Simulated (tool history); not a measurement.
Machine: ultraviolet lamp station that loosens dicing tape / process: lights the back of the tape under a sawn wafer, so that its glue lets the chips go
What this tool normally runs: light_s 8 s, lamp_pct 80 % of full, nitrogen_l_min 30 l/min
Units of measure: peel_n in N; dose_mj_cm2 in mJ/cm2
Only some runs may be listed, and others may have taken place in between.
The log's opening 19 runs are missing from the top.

| run | day | light_s | lamp_pct | nitrogen_l_min | peel_n | dose_mj_cm2 |
|---|---|---|---|---|---|---|
| 20 | 33.467 | 4 | 80 | 30 | 3.557 | 264 |
| 21 | 35.633 | 4 | 80 | 30 | 3.585 | 260 |
| 22 | 37.221 | 5 | 80 | 34 | 2.458 | 330 |
| 23 | 38.325 | 5 | 90 | 34 | 2.049 | 366 |
| 24 | 39.433 | 5 | 90 | 34 | 2.025 | 363 |
| 25 | 40.808 | 4 | 92 | 25 | 3.230 | 305 |
| 26 | 43.233 | 8 | 72 | 44 | 1.020 | 469 |
| 27 | 45.212 | 4 | 75 | 11 | 5.419 | 247 |
| 28 | 46.933 | 4 | 75 | 11 | 5.493 | 243 |
| 29 | 49.054 | 10 | 72 | 30 | 0.850 | 583 |
|  | 49.275 | window cleaned of glue's vapour |
| 30 | 50.279 | 13 | 71 | 29 | 0.455 | 751 |
| 31 | 51.588 | 8 | 86 | 30 | 0.976 | 561 |
| 32 | 52.775 | 10 | 86 | 30 | 0.533 | 701 |
| 33 | 55.129 | 10 | 72 | 25 | 0.966 | 592 |
| 34 | 56.183 | 8 | 79 | 10 | 2.569 | 516 |
| 35 | 57.408 | 5 | 63 | 20 | 4.293 | 257 |
| 36 | 59.433 | 5 | 77 | 20 | 3.523 | 310 |
| 37 | 61.304 | 8 | 64 | 35 | 1.570 | 416 |
| 38 | 63.700 | 8 | 80 | 29 | 1.179 | 522 |
| 39 | 65.550 | 8 | 80 | 29 | 1.139 | 521 |
| 40 | 67.058 | 4 | 64 | 29 | 4.647 | 208 |
| 41 | 69.292 | 9 | 91 | 30 | 0.638 | 669 |

Run 42 is up next; what results do you expect?
| 42 | 70.633 | 8 | 90 | 53 | ? | ? |

peel_n: 0.525 N
dose_mj_cm2: 586 mJ/cm2
Minus the tool's unlogged condition, the same run would have read peel_n 0.519 N, dose_mj_cm2 589 mJ/cm2.

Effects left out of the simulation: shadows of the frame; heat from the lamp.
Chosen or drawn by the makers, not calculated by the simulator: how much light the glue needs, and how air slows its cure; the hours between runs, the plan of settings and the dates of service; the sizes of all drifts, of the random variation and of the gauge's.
